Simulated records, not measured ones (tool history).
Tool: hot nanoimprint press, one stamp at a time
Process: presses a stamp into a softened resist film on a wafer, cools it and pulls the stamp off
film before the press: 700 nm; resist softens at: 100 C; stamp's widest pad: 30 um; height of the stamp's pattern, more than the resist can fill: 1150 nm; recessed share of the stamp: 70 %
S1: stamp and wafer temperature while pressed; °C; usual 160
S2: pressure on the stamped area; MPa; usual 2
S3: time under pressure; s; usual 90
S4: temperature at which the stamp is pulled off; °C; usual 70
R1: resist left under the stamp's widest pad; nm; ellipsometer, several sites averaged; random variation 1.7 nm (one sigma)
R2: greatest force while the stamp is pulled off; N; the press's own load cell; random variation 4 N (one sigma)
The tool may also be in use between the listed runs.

| run | day | S1 | S2 | S3 | S4 | R1 | R2 |
|---|---|---|---|---|---|---|---|
| 1 | 0 | 160 | 2 | 90 | 70 | 259.2 | 195 |
| 2 | 1.604 | 165 | 2 | 90 | 70 | 220.6 | 192 |
| 3 | 3.233 | 165 | 2 | 90 | 70 | 219.6 | 206 |
| 4 | 4.183 | 160 | 2 | 90 | 76 | 259.6 | 199 |
| 5 | 4.979 | 168 | 2 | 90 | 70 | 198.4 | 216 |
|  | 5.183 | plate thermocouple calibrated |
| 6 | 6.85 | 168 | 2 | 90 | 70 | 194.2 | 218 |
| 7 | 8.433 | 158 | 3.08 | 68 | 66 | 240.4 | 241 |
|  | 8.933 | plate thermocouple calibrated, once more |
| 8 | 9.933 | 149 | 2 | 90 | 65 | 406.6 | 264 |
|  | 11.862 | stamp cleaned and given a new release coat |
| 9 | 11.929 | 150 | 1.42 | 62 | 64 | 489.6 | 203 |
| 10 | 12.771 | 167 | 2 | 177 | 70 | 170.3 | 195 |
| 11 | 14.221 | 167 | 2 | 177 | 70 | 170.7 | 206 |

Hidden state or all else? Some run-to-run changes of R1, split into what the settings, what came in and random variation would give without the hidden state, and what is left for the hidden state (with any gauge scatter that isn't in both results):
The hidden state here: true temperature over the reading, C; pressure that arrives at the usual setting, %; grip of the stamp's worn release coat, % over a new coat's; drift of the gauge itself on residual_nm, %; drift of the gauge itself on pull_off_n, %.
Run 7 -> 8: S1 158 -> 149, S2 3.08 -> 2, S3 68 -> 90, S4 66 -> 65, plate thermocouple calibrated, once more. R1 +166.2 nm: hidden state +23.7, all else +142.5.
Run 9 -> 10: S1 150 -> 167, S2 1.42 -> 2, S3 62 -> 177, S4 64 -> 70. R1 -319.3 nm: hidden state -1.5, all else -317.8.
